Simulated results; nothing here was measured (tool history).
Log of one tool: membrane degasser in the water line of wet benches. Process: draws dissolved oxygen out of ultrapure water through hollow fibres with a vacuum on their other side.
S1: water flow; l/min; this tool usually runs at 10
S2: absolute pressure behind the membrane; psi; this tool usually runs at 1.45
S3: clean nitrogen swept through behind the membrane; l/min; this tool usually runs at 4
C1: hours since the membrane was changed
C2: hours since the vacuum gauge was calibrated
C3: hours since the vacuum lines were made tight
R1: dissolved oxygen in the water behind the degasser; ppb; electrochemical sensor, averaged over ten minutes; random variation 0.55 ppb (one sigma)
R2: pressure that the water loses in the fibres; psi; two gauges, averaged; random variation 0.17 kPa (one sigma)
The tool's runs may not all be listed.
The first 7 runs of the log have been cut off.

run 8 hour=1700.8 | S1=12 S2=1.45 S3=4 | C1=4090 C2=4728 C3=1422 | R1=66.3 R2=4.644
run 9 hour=1931.9 | S1=12 S2=1.45 S3=4 | C1=4321 C2=4959 C3=1653 | R1=66.3 R2=4.705
run 10 hour=2290.2 | S1=7 S2=1.45 S3=4 | C1=4679 C2=5317 C3=2011 | R1=34.8 R2=2.711
run 11 hour=2649.4 | S1=7 S2=1.45 S3=4 | C1=5038 C2=5676 C3=2370 | R1=35 R2=2.814
-- hour=2950.5 seals of the vacuum lines changed
run 12 hour=2955.7 | S1=7 S2=1.45 S3=1.63 | C1=5343 C2=5981 C3=5 | R1=78.2 R2=2.769
run 13 hour=3186.2 | S1=7 S2=1.45 S3=1.63 | C1=5573 C2=6211 C3=236 | R1=78.5 R2=2.811
run 14 hour=3386.1 | S1=7 S2=1.45 S3=1.63 | C1=5773 C2=6411 C3=436 | R1=78.4 R2=2.805
run 15 hour=3643.4 | S1=7 S2=1.45 S3=1.63 | C1=6030 C2=6668 C3=693 | R1=78.9 R2=2.844
run 16 hour=3926.9 | S1=7 S2=1.45 S3=1.63 | C1=6314 C2=6952 C3=976 | R1=80.4 R2=2.841
run 17 hour=4240.1 | S1=7 S2=1.45 S3=1.63 | C1=6627 C2=7265 C3=1290 | R1=79.6 R2=2.838
run 18 hour=4447 | S1=8 S2=2.47 S3=4.16 | C1=6834 C2=7472 C3=1496 | R1=73.9 R2=3.239
run 19 hour=4661.6 | S1=7 S2=1.45 S3=8.42 | C1=7049 C2=7687 C3=1711 | R1=18.9 R2=2.862
run 20 hour=4821.8 | S1=7 S2=1.45 S3=8.42 | C1=7209 C2=7847 C3=1871 | R1=18.7 R2=2.856
-- hour=4868.2 vacuum gauge calibrated
run 21 hour=5036.8 | S1=7 S2=1.45 S3=8.42 | C1=7423 C2=169 C3=2086 | R1=17.7 R2=2.84
run 22 hour=5278.8 | S1=10 S2=1.45 S3=6.2 | C1=7665 C2=411 C3=2328 | R1=39.5 R2=4.051
run 23 hour=5536.1 | S1=8 S2=2.22 S3=4.24 | C1=7923 C2=668 C3=2585 | R1=65.2 R2=3.287
-- hour=5615.7 seals of the vacuum lines changed
run 24 hour=5840.4 | S1=9 S2=1.16 S3=4 | C1=8225 C2=970 C3=225 | R1=35.1 R2=3.745
-- hour=6023.8 membrane cartridge changed
run 25 hour=6177.7 | S1=9 S2=1.16 S3=4 | C1=154 C2=1303 C3=558 | R1=31.1 R2=3.329
run 26 hour=6411.2 | S1=13 S2=1.16 S3=4 | C1=387 C2=1537 C3=791 | R1=51.9 R2=4.83
run 27 hour=6722.1 | S1=9 S2=2 S3=4 | C1=698 C2=1848 C3=1102 | R1=64.9 R2=3.317
run 28 hour=7001.5 | S1=11 S2=1.45 S3=2.13 | C1=978 C2=2127 C3=1382 | R1=95.5 R2=4.081
run 29 hour=7269 | S1=10 S2=1.45 S3=2.64 | C1=1245 C2=2395 C3=1649 | R1=72.1 R2=3.797
run 30 hour=7543.1 | S1=10 S2=2.81 S3=9.97 | C1=1519 C2=2669 C3=1923 | R1=49.3 R2=3.778
run 31 hour=7781.4 | S1=7 S2=2.81 S3=9.97 | C1=1758 C2=2907 C3=2162 | R1=31.6 R2=2.621
run 32 hour=7978.1 | S1=7 S2=2.81 S3=9.97 | C1=1954 C2=3104 C3=2358 | R1=32.1 R2=2.644

Consider 3 possible next runs. They are alternatives, not a sequence: every one starts from the tool as it was left by run 32. What does each give?
run A hour=8161.3 | S1=7 S2=1.17 S3=9.97 | C1=2138 C2=3287 C3=2542 | R1=? R2=?
run B hour=8161.3 | S1=14 S2=0.93 S3=3.49 | C1=2138 C2=3287 C3=2542 | R1=? R2=?
run C hour=8161.3 | S1=7 S2=2.81 S3=3.63 | C1=2138 C2=3287 C3=2542 | R1=? R2=?

run=A R1=11.1 R2=2.634
run=B R1=51.7 R2=5.287
run=C R1=85.4 R2=2.65
With the hidden condition removed and each run's random variation left untouched, the same runs would have given:
run=A R1=9.8 R2=2.553
run=B R1=45.7 R2=5.127
run=C R1=78.5 R2=2.57

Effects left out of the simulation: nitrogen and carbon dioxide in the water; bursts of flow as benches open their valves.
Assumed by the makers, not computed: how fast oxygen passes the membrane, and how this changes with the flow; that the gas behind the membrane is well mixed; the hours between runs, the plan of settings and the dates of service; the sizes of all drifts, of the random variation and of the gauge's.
